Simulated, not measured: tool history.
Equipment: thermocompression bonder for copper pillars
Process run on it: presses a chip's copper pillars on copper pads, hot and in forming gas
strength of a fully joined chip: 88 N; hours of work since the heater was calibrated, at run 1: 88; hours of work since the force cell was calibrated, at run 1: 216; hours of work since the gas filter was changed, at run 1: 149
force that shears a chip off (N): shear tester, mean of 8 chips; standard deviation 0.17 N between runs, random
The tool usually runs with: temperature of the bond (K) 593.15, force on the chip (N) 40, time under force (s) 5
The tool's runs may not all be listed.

run	hour	temperature of the bond (K)	force on the chip (N)	time under force (s)	hours of work since the heater was calibrated	hours of work since the force cell was calibrated	hours of work since the gas filter was changed	force that shears a chip off (N)
1	0.0	593.15	40	5	88	216	149	31.3
# hour 3.0: forming gas filter changed
2	16.4	593.15	40	5	100	227	10	31.1
3	27.9	593.15	40	5	108	236	18	31.3
4	42.5	593.15	40	5	119	246	28	31.4
5	52.3	593.15	40	5	126	253	35	31.2
6	66.0	593.15	40	5	135	263	45	31.3
7	79.9	593.15	57	5	145	273	55	39.7
8	98.0	593.15	57	5	158	286	68	39.4
9	109.3	593.15	40	9	167	294	76	39.0
10	127.3	593.15	38	9	179	307	89	37.5
11	146.9	593.15	40	5	194	321	103	30.9
12	162.8	606.15	40	5	205	332	115	36.2
13	180.2	593.15	40	5	217	345	127	31.0
14	197.9	593.15	40	5	230	358	140	30.8
15	210.7	593.15	40	5	239	367	149	30.8
# hour 212.7: forming gas filter changed
16	220.0	593.15	40	5	246	373	5	30.7
17	230.1	598.15	59	6	253	380	12	45.1
18	245.0	593.15	33	9	264	391	23	34.0
19	254.7	593.15	26	5	271	398	30	22.7
20	273.4	598.15	38	6	284	411	44	34.1
21	293.3	588.15	40	9	298	426	58	36.2
22	301.7	588.15	40	9	304	432	64	36.0
23	318.6	588.15	40	9	316	444	76	35.9
24	329.2	574.15	37	5	324	452	84	22.4
25	346.6	588.15	53	6	337	464	96	37.3
26	362.4	567.15	52	4	348	475	108	23.7
27	372.4	593.15	57	4	355	483	115	35.9
28	387.7	621.15	30	3	366	494	126	28.1
29	406.6	582.15	34	8	380	507	139	27.9
30	417.2	582.15	34	8	387	515	147	28.1
# hour 422.0: forming gas filter changed
31	433.2	582.15	34	8	398	526	8	28.5
# hour 437.6: gauge calibrated
32	449.6	586.15	34	7	410	538	20	29.2

How the hidden state differs across the entries between the runs, from the last listed run before each to the first after it:
Runs 1 to 2: forming gas filter changed (hour 3.0)
  oxide that the forming gas leaves, % of the face: 0.67 -> 0.51; drift of the gauge itself on shear_n, %: 0 -> -0.11
  what was measured, less what the result would be without the hidden state, force that shears a chip off (N): -0.1 -> -0.1
Runs 15 to 16: forming gas filter changed (hour 212.7)
  oxide that the forming gas leaves, % of the face: 0.67 -> 0.51; drift of the gauge itself on shear_n, %: -1.41 -> -1.47
  what was measured, less what the result would be without the hidden state, force that shears a chip off (N): -0.5 -> -0.5
Runs 30 to 31: forming gas filter changed (hour 422.0)
  oxide that the forming gas leaves, % of the face: 0.66 -> 0.52; drift of the gauge itself on shear_n, %: -2.79 -> -2.89
  what was measured, less what the result would be without the hidden state, force that shears a chip off (N): -0.8 -> -0.8
Runs 31 to 32: gauge calibrated (hour 437.6)
  oxide that the forming gas leaves, % of the face: 0.52 -> 0.53; drift of the gauge itself on shear_n, %: -2.89 -> -0.08
  what was measured, less what the result would be without the hidden state, force that shears a chip off (N): -0.8 -> -0.1
